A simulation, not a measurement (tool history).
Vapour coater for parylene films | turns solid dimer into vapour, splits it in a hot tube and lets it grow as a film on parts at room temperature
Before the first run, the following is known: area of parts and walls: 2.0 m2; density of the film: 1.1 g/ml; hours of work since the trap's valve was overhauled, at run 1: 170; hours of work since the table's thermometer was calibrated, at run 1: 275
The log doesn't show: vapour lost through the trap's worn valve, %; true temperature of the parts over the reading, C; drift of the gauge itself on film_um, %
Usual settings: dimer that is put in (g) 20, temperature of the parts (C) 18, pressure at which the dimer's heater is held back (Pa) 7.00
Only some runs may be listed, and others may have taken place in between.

| run | hour | dimer that is put in (g) | temperature of the parts (C) | pressure at which the dimer's heater is held back (Pa) | hours of work since the trap's valve was overhauled | hours of work since the table's thermometer was calibrated | thickness of the film (µm) |
|---|---|---|---|---|---|---|---|
| 1 | 0.0 | 20 | 18 | 7.00 | 170 | 275 | 6.45 |
| 2 | 12.1 | 20 | 27 | 7.00 | 178 | 283 | 4.95 |
| 3 | 36.0 | 20 | 28 | 7.00 | 194 | 299 | 4.75 |
| 4 | 51.6 | 20 | 28 | 7.00 | 204 | 309 | 4.73 |
| 5 | 74.5 | 20 | 17 | 7.00 | 219 | 324 | 6.56 |
| 6 | 94.1 | 20 | 17 | 7.00 | 232 | 337 | 6.55 |
| 7 | 120.7 | 20 | 29 | 7.00 | 249 | 355 | 4.54 |
| 8 | 142.5 | 20 | 18 | 6.54 | 264 | 369 | 6.36 |
| 9 | 166.9 | 20 | 18 | 7.00 | 280 | 385 | 6.34 |
| 10 | 195.9 | 20 | 18 | 7.00 | 299 | 404 | 6.23 |
| 11 | 209.8 | 20 | 18 | 7.00 | 308 | 413 | 6.14 |
| 12 | 239.2 | 20 | 18 | 7.00 | 327 | 433 | 6.23 |
| 13 | 260.3 | 20 | 10 | 7.00 | 341 | 446 | 7.97 |
| 14 | 279.1 | 20 | 10 | 7.00 | 354 | 459 | 7.81 |
| 15 | 306.7 | 19 | 18 | 7.00 | 372 | 477 | 5.85 |
| 16 | 326.1 | 19 | 18 | 7.00 | 385 | 490 | 5.87 |
| 17 | 348.3 | 19 | 18 | 7.00 | 399 | 504 | 5.87 |
| 18 | 364.2 | 19 | 18 | 7.00 | 410 | 515 | 5.80 |
| 19 | 384.8 | 19 | 18 | 7.00 | 423 | 528 | 5.76 |
| 20 | 404.8 | 16 | 18 | 7.00 | 436 | 541 | 4.86 |
| 21 | 425.9 | 16 | 18 | 7.00 | 450 | 555 | 4.85 |
| 22 | 455.8 | 16 | 18 | 7.00 | 470 | 575 | 4.85 |
|  | 472.2 | trap's valve overhauled |
| 23 | 472.2 | 20 | 18 | 7.00 | 0 | 583 | 6.51 |
| 24 | 495.6 | 20 | 18 | 7.00 | 15 | 599 | 6.60 |
| 25 | 513.5 | 20 | 21 | 9.55 | 27 | 610 | 5.75 |
| 26 | 538.6 | 8 | 20 | 9.49 | 44 | 627 | 2.35 |
| 27 | 560.1 | 8 | 20 | 7.28 | 58 | 641 | 2.42 |

Predict the results of run 28:
| 28 | 574.6 | 27 | 20 | 9.18 | 67 | 651 | ? |

{"run 28": {"thickness of the film (µm)": 8.03}}
Take away the tool's hidden state, keep the run-to-run variation as it was, and the same run would have given thickness of the film (µm) 8.30.

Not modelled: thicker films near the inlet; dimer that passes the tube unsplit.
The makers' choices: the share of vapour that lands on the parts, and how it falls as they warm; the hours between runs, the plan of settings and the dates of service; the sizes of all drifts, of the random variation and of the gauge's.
